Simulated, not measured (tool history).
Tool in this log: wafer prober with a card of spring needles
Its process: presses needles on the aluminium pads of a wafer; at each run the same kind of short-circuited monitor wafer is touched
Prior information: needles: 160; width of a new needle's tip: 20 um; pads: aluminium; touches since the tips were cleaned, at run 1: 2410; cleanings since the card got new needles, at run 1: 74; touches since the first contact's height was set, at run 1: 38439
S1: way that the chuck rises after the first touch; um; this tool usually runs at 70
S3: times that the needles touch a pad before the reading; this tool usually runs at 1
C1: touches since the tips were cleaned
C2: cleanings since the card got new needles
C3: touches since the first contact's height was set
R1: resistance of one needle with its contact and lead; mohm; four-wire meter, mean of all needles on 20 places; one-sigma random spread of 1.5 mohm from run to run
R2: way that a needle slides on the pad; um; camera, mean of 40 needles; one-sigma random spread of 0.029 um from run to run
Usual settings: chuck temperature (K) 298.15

run 1 hour=0.0 | S1=70 chuck_temperature_(K)=298.15 S3=1 | C1=2410 C2=74 C3=38439 | R1=214 R2=18.61
-- hour=12.5 tips cleaned on abrasive film
-- hour=33.7 tips cleaned on abrasive film
-- hour=51.1 tips cleaned on abrasive film
-- hour=51.4 height of the first contact set anew
run 2 hour=67.8 | S1=70 chuck_temperature_(K)=298.15 S3=1 | C1=8056 C2=77 C3=8056 | R1=298 R2=18.74
-- hour=72.0 tips cleaned on abrasive film
-- hour=89.4 tips cleaned on abrasive film
-- hour=109.5 tips cleaned on abrasive film
-- hour=130.4 tips cleaned on abrasive film
run 3 hour=133.7 | S1=70 chuck_temperature_(K)=298.15 S3=1 | C1=1610 C2=81 C3=40259 | R1=206 R2=18.59
-- hour=150.4 tips cleaned on abrasive film
-- hour=172.1 tips cleaned on abrasive film
-- hour=184.8 height of the first contact set anew
-- hour=193.6 tips cleaned on abrasive film
run 4 hour=206.8 | S1=70 chuck_temperature_(K)=298.15 S3=1 | C1=6502 C2=84 C3=10741 | R1=272 R2=18.72
-- hour=211.2 tips cleaned on abrasive film
-- hour=232.4 tips cleaned on abrasive film
-- hour=253.5 tips cleaned on abrasive film
-- hour=270.9 tips cleaned on abrasive film
run 5 hour=271.5 | S1=70 chuck_temperature_(K)=298.15 S3=1 | C1=303 C2=88 C3=42320 | R1=163 R2=18.55
-- hour=292.6 tips cleaned on abrasive film
-- hour=309.9 tips cleaned on abrasive film
-- hour=314.5 height of the first contact set anew
-- hour=327.6 tips cleaned on abrasive film
-- hour=346.4 tips cleaned on abrasive film
run 6 hour=346.4 | S1=70 chuck_temperature_(K)=298.15 S3=1 | C1=0 C2=92 C3=15575 | R1=163 R2=18.69
-- hour=367.6 tips cleaned on abrasive film
run 7 hour=381.3 | S1=70 chuck_temperature_(K)=298.15 S3=1 | C1=6715 C2=93 C3=32653 | R1=301 R2=18.57
-- hour=385.7 tips cleaned on abrasive film
-- hour=407.4 tips cleaned on abrasive film
-- hour=428.8 tips cleaned on abrasive film
-- hour=446.2 tips cleaned on abrasive film
-- hour=446.5 height of the first contact set anew
run 8 hour=462.4 | S1=60 chuck_temperature_(K)=329.15 S3=1 | C1=7840 C2=97 C3=7840 | R1=358 R2=16.06
-- hour=466.7 tips cleaned on abrasive film
-- hour=487.6 tips cleaned on abrasive film
-- hour=509.0 tips cleaned on abrasive film
-- hour=527.3 tips cleaned on abrasive film
run 9 hour=527.3 | S1=60 chuck_temperature_(K)=329.15 S3=1 | C1=0 C2=101 C3=39531 | R1=170 R2=15.93
-- hour=549.0 tips cleaned on abrasive film
-- hour=570.0 tips cleaned on abrasive film
-- hour=578.1 height of the first contact set anew
-- hour=591.1 tips cleaned on abrasive film
run 10 hour=598.9 | S1=67 chuck_temperature_(K)=375.15 S3=1 | C1=3790 C2=104 C3=10149 | R1=253 R2=17.88

Predict each of these 3 candidate next runs independently; none follows another, all start after run 10:
-- hour=611.1 tips cleaned on abrasive film
-- hour=631.9 tips cleaned on abrasive film
-- hour=652.5 tips cleaned on abrasive film
-- hour=672.6 tips cleaned on abrasive film
run A hour=673.6 | S1=83 chuck_temperature_(K)=327.15 S3=1 | C1=487 C2=108 C3=46653 | R1=? R2=?
-- hour=611.1 tips cleaned on abrasive film
-- hour=631.9 tips cleaned on abrasive film
-- hour=652.5 tips cleaned on abrasive film
-- hour=672.6 tips cleaned on abrasive film
run B hour=673.6 | S1=67 chuck_temperature_(K)=382.15 S3=3 | C1=487 C2=108 C3=46653 | R1=? R2=?
-- hour=611.1 tips cleaned on abrasive film
-- hour=631.9 tips cleaned on abrasive film
-- hour=652.5 tips cleaned on abrasive film
-- hour=672.6 tips cleaned on abrasive film
run C hour=673.6 | S1=66 chuck_temperature_(K)=375.15 S3=1 | C1=487 C2=108 C3=46653 | R1=? R2=?

run=A R1=173 R2=22.11
run=B R1=170 R2=17.80
run=C R1=193 R2=17.51
Without the tool's unlogged condition, the same runs would have read:
run=A R1=145 R2=22.27
run=B R1=155 R2=17.95
run=C R1=154 R2=17.66

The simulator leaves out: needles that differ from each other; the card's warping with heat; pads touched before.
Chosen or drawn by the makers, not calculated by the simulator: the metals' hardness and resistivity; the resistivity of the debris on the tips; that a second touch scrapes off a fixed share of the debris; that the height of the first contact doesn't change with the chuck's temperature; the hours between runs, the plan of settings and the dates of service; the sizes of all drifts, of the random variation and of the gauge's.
